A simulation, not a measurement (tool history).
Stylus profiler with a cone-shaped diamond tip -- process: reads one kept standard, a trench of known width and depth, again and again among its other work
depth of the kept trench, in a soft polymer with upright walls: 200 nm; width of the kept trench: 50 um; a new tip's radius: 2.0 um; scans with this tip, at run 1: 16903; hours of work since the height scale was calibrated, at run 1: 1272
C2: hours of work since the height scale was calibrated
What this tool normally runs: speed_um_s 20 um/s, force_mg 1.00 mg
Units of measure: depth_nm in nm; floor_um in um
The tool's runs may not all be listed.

run 1 hour=0.0 | speed_um_s=20 force_mg=1.00 | scans_with_this_tip=16903 C2=1272 | depth_nm=200.65 floor_um=47.76
run 2 hour=61.3 | speed_um_s=20 force_mg=1.42 | scans_with_this_tip=17261 C2=1299 | depth_nm=201.09 floor_um=47.80
run 3 hour=176.7 | speed_um_s=9 force_mg=1.00 | scans_with_this_tip=17937 C2=1350 | depth_nm=200.65 floor_um=47.81
run 4 hour=265.3 | speed_um_s=22 force_mg=1.00 | scans_with_this_tip=18455 C2=1389 | depth_nm=200.77 floor_um=47.71
run 5 hour=336.7 | speed_um_s=20 force_mg=0.79 | scans_with_this_tip=18873 C2=1421 | depth_nm=200.50 floor_um=47.68
run 6 hour=390.0 | speed_um_s=20 force_mg=0.98 | scans_with_this_tip=19185 C2=1444 | depth_nm=200.73 floor_um=47.71

Run 7 comes next. What will it give?
run 7 hour=477.4 | speed_um_s=20 force_mg=0.98 | scans_with_this_tip=19696 C2=1483 | depth_nm=? floor_um=?

depth_nm: 200.81 nm
floor_um: 47.68 um
Minus the tool's unlogged condition, the same run would have read depth_nm 201.32 nm, floor_um 48.11 um.
